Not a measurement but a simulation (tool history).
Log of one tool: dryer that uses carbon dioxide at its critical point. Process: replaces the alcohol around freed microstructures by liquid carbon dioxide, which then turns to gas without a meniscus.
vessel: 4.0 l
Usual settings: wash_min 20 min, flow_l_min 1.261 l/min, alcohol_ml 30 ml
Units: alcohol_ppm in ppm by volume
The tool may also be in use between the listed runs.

{"run": 1, "hour": 0.0, "wash_min": 20, "flow_l_min": 1.261, "alcohol_ml": 30, "alcohol_ppm": 81}
{"run": 2, "hour": 6.0, "wash_min": 20, "flow_l_min": 1.261, "alcohol_ml": 30, "alcohol_ppm": 79}
{"run": 3, "hour": 15.8, "wash_min": 20, "flow_l_min": 1.261, "alcohol_ml": 50, "alcohol_ppm": 116}
{"run": 4, "hour": 24.2, "wash_min": 20, "flow_l_min": 1.261, "alcohol_ml": 50, "alcohol_ppm": 126}
{"run": 5, "hour": 36.1, "wash_min": 20, "flow_l_min": 1.261, "alcohol_ml": 50, "alcohol_ppm": 122}
{"run": 6, "hour": 46.4, "wash_min": 20, "flow_l_min": 1.22, "alcohol_ml": 30, "alcohol_ppm": 98}
{"run": 7, "hour": 56.4, "wash_min": 15, "flow_l_min": 1.22, "alcohol_ml": 30, "alcohol_ppm": 271}
{"run": 8, "hour": 69.0, "wash_min": 15, "flow_l_min": 1.22, "alcohol_ml": 30, "alcohol_ppm": 274}
{"run": 9, "hour": 77.6, "wash_min": 20, "flow_l_min": 0.81, "alcohol_ml": 30, "alcohol_ppm": 420}
{"run": 10, "hour": 86.8, "wash_min": 20, "flow_l_min": 0.81, "alcohol_ml": 30, "alcohol_ppm": 407}
{"run": 11, "hour": 93.9, "wash_min": 20, "flow_l_min": 0.81, "alcohol_ml": 30, "alcohol_ppm": 421}
{"run": 12, "hour": 106.7, "wash_min": 20, "flow_l_min": 0.81, "alcohol_ml": 30, "alcohol_ppm": 426}
{"run": 13, "hour": 120.0, "wash_min": 20, "flow_l_min": 0.81, "alcohol_ml": 30, "alcohol_ppm": 422}
{"run": 14, "hour": 132.0, "wash_min": 20, "flow_l_min": 0.81, "alcohol_ml": 30, "alcohol_ppm": 422}
{"run": 15, "hour": 139.2, "wash_min": 20, "flow_l_min": 0.81, "alcohol_ml": 30, "alcohol_ppm": 445}
{"run": 16, "hour": 152.3, "wash_min": 20, "flow_l_min": 0.81, "alcohol_ml": 30, "alcohol_ppm": 447}
{"run": 17, "hour": 163.8, "wash_min": 20, "flow_l_min": 0.81, "alcohol_ml": 30, "alcohol_ppm": 426}
{"run": 18, "hour": 171.6, "wash_min": 29, "flow_l_min": 1.42, "alcohol_ml": 51, "alcohol_ppm": 50}
{"run": 19, "hour": 182.6, "wash_min": 23, "flow_l_min": 1.54, "alcohol_ml": 30, "alcohol_ppm": 43}
{"run": 20, "hour": 192.2, "wash_min": 25, "flow_l_min": 0.79, "alcohol_ml": 119, "alcohol_ppm": 870}
{"run": 21, "hour": 200.9, "wash_min": 26, "flow_l_min": 0.86, "alcohol_ml": 119, "alcohol_ppm": 550}
{"run": 22, "hour": 207.0, "wash_min": 20, "flow_l_min": 1.55, "alcohol_ml": 64, "alcohol_ppm": 89}
{"run": 23, "hour": 215.8, "wash_min": 18, "flow_l_min": 0.78, "alcohol_ml": 53, "alcohol_ppm": 1108}
{"run": 24, "hour": 227.3, "wash_min": 18, "flow_l_min": 0.78, "alcohol_ml": 53, "alcohol_ppm": 1130}
{"run": 25, "hour": 236.8, "wash_min": 24, "flow_l_min": 0.9, "alcohol_ml": 100, "alcohol_ppm": 538}

Forecast each of these 3 alternatives for the next run:
{"run": "A", "hour": 242.3, "wash_min": 20, "flow_l_min": 1.13, "alcohol_ml": 30, "alcohol_ppm": "?"}
{"run": "B", "hour": 242.3, "wash_min": 27, "flow_l_min": 0.86, "alcohol_ml": 24, "alcohol_ppm": "?"}
{"run": "C", "hour": 242.3, "wash_min": 14, "flow_l_min": 1.58, "alcohol_ml": 58, "alcohol_ppm": "?"}

run=A alcohol_ppm=158
run=B alcohol_ppm=139
run=C alcohol_ppm=270
Without the tool's hidden state the same runs would have given:
run=A alcohol_ppm=105
run=B alcohol_ppm=88
run=C alcohol_ppm=202
